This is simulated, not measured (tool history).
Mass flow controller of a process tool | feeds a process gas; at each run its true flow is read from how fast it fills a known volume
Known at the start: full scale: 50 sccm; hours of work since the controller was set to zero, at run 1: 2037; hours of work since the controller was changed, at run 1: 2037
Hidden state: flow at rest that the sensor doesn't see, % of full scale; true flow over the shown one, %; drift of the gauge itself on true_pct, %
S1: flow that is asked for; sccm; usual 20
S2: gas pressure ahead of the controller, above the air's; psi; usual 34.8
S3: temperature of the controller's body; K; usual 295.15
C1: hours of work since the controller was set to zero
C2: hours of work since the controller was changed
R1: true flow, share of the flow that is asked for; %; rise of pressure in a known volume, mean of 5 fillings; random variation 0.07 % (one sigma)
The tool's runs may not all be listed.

run,hour,S1,S2,S3,C1,C2,R1
1,0,20,34.8,295.15,2037,2037,99.53
2,106.9,20,34.8,295.15,2079,2079,99.58
3,269.6,20,34.8,295.15,2144,2144,99.51
4,369.4,20,34.8,295.15,2183,2183,99.67
5,536.7,20,34.8,295.15,2249,2249,99.73
6,663.2,20,34.8,295.15,2299,2299,99.91
7,789,20,34.8,293.15,2349,2349,99.75
8,950.9,20,24.9,293.15,2413,2413,100.18
9,1111.6,20,24.9,293.15,2477,2477,100.29
10,1232,20,34.8,295.15,2524,2524,99.78
11,1395.4,20,34.8,295.15,2589,2589,99.98
12,1493.2,20,34.8,295.15,2628,2628,99.83
13,1588.5,20,34.2,295.15,2665,2665,100.12
14,1710.8,20,34.8,298.15,2714,2714,100.01
15,1828.5,20,34.8,302.15,2760,2760,99.73
16,1905.3,20,34.8,302.15,2791,2791,99.9
17,1990.4,20,34.8,302.15,2824,2824,99.84
18,2121.5,20,34.8,298.15,2876,2876,100.03
19,2192.8,20,34.8,307.15,2905,2905,99.85
20,2285.3,20,37.7,295.15,2941,2941,100.32
21,2372.6,20,37.7,295.15,2976,2976,100.13
# hour 2385.6: controller's zero set anew
22,2481.5,10,21.3,309.15,38,3019,102.32
23,2590.2,20,34.8,295.15,81,3062,101
24,2709.4,47,34.8,313.15,128,3109,100.93
25,2870.3,20,34.8,304.15,192,3172,100.86
# hour 2892: controller's zero set anew, once more
26,2944.5,20,34.8,304.15,21,3202,98.75
27,3018.6,37,34.8,307.15,50,3231,99.67
28,3130.9,37,34.8,307.15,94,3275,99.98
29,3269.7,20,24.2,293.15,149,3330,99.67
30,3395.2,20,24.2,293.15,199,3380,99.58
31,3524,20,24.9,293.15,250,3431,99.48
32,3627.7,20,24.9,293.15,291,3472,99.54
33,3755.1,32,22.6,299.15,341,3522,100.3
34,3845.1,32,22.6,299.15,377,3558,100.31
35,3916.2,14,33.9,305.15,405,3586,98.83
36,4060,47,35.1,303.15,462,3643,100.69
37,4150.5,6,20.3,301.15,498,3679,99.64

Forecast each of these 4 alternatives for the next run:
A,4282.3,24,25.8,295.15,550,3731,?
B,4282.3,25,31.5,313.15,550,3731,?
C,4282.3,38,34.8,295.15,550,3731,?
D,4282.3,16,24.9,312.15,550,3731,?

run,R1
A,99.97
B,99.37
C,100.42
D,99.07
Without the tool's hidden state the same runs would have given:
run,R1
A,98.6
B,98.01
C,99.14
D,97.57
